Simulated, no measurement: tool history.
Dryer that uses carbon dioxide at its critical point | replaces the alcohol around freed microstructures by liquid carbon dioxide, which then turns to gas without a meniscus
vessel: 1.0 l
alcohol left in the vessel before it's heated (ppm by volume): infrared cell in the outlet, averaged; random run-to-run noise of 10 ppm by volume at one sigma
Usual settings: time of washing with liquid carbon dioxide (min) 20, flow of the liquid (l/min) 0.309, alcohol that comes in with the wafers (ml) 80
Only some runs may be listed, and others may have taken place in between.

| run | day | time of washing with liquid carbon dioxide (min) | flow of the liquid (l/min) | alcohol that comes in with the wafers (ml) | alcohol left in the vessel before it's heated (ppm by volume) |
|---|---|---|---|---|---|
| 1 | 0.000 | 20 | 0.309 | 80 | 907 |
| 2 | 0.925 | 20 | 0.309 | 80 | 894 |
| 3 | 2.558 | 20 | 0.309 | 80 | 958 |
| 4 | 4.288 | 20 | 0.295 | 80 | 1193 |
| 5 | 6.212 | 20 | 0.295 | 80 | 1279 |
| 6 | 8.021 | 20 | 0.295 | 80 | 1339 |
| 7 | 8.971 | 20 | 0.295 | 80 | 1405 |
| 8 | 10.212 | 20 | 0.295 | 80 | 1434 |
|  | 11.921 | purifier's bed changed |
| 9 | 12.075 | 20 | 0.295 | 80 | 1354 |
| 10 | 13.100 | 20 | 0.295 | 80 | 1336 |
|  | 14.438 | inlet filter changed |
| 11 | 14.992 | 20 | 0.309 | 80 | 642 |
| 12 | 16.412 | 20 | 0.309 | 80 | 684 |
| 13 | 17.767 | 20 | 0.387 | 80 | 215 |
| 14 | 19.325 | 20 | 0.387 | 80 | 235 |
| 15 | 20.842 | 20 | 0.387 | 80 | 252 |
| 16 | 22.354 | 20 | 0.387 | 80 | 260 |
| 17 | 24.254 | 20 | 0.387 | 80 | 287 |
| 18 | 25.692 | 20 | 0.387 | 80 | 304 |
| 19 | 26.775 | 20 | 0.387 | 80 | 325 |
| 20 | 27.792 | 20 | 0.309 | 66 | 848 |
| 21 | 29.488 | 20 | 0.251 | 80 | 2421 |
| 22 | 31.142 | 20 | 0.251 | 80 | 2584 |
|  | 32.817 | inlet filter changed |
| 23 | 32.817 | 19 | 0.347 | 24 | 193 |
| 24 | 34.654 | 19 | 0.347 | 24 | 201 |
| 25 | 35.725 | 25 | 0.228 | 80 | 1119 |
| 26 | 36.692 | 25 | 0.228 | 80 | 1134 |
| 27 | 38.533 | 26 | 0.242 | 105 | 1031 |
| 28 | 40.433 | 12 | 0.196 | 76 | 13975 |
| 29 | 41.475 | 18 | 0.196 | 49 | 3923 |
| 30 | 42.771 | 13 | 0.431 | 31 | 552 |
| 31 | 43.762 | 13 | 0.431 | 31 | 578 |
| 32 | 45.542 | 17 | 0.431 | 71 | 434 |
| 33 | 47.279 | 18 | 0.216 | 73 | 5018 |
| 34 | 48.912 | 14 | 0.309 | 80 | 4043 |
| 35 | 50.825 | 18 | 0.309 | 80 | 1849 |
|  | 51.192 | inlet filter changed |
| 36 | 52.571 | 23 | 0.235 | 39 | 737 |
| 37 | 54.133 | 21 | 0.253 | 60 | 1148 |
| 38 | 55.783 | 23 | 0.238 | 80 | 1473 |
| 39 | 56.946 | 13 | 0.307 | 78 | 4011 |
| 40 | 58.258 | 13 | 0.307 | 78 | 4030 |
| 41 | 59.112 | 30 | 0.309 | 21 | 146 |
| 42 | 60.383 | 22 | 0.497 | 21 | 137 |
| 43 | 61.204 | 22 | 0.497 | 21 | 134 |

For some of the steps in alcohol left in the vessel before it's heated (ppm by volume) from one run to the next: how much would appear even if the tool had no hidden state, given the settings, what came in and random variation, and how much remains for the hidden state plus any gauge scatter that the measured result and the result without hidden state don't share?
Unlogged tool condition in this case: flow that reaches the vessel past the clogged filter, %; alcohol in the recycled carbon dioxide, ppm; drift of the gauge itself on alcohol_ppm, %.
Run 22 -> 23: time of washing with liquid carbon dioxide (min) 20 -> 19, flow of the liquid (l/min) 0.251 -> 0.347, alcohol that comes in with the wafers (ml) 80 -> 24, inlet filter changed. alcohol left in the vessel before it's heated (ppm by volume) -2391: hidden state -927, all else -1464.
Run 27 -> 28: time of washing with liquid carbon dioxide (min) 26 -> 12, flow of the liquid (l/min) 0.242 -> 0.196, alcohol that comes in with the wafers (ml) 105 -> 76. alcohol left in the vessel before it's heated (ppm by volume) +12944: hidden state +1158, all else +11786.
Run 28 -> 29: time of washing with liquid carbon dioxide (min) 12 -> 18, alcohol that comes in with the wafers (ml) 76 -> 49. alcohol left in the vessel before it's heated (ppm by volume) -10052: hidden state -723, all else -9329.
Run 32 -> 33: time of washing with liquid carbon dioxide (min) 17 -> 18, flow of the liquid (l/min) 0.431 -> 0.216, alcohol that comes in with the wafers (ml) 71 -> 73. alcohol left in the vessel before it's heated (ppm by volume) +4584: hidden state +1185, all else +3399.
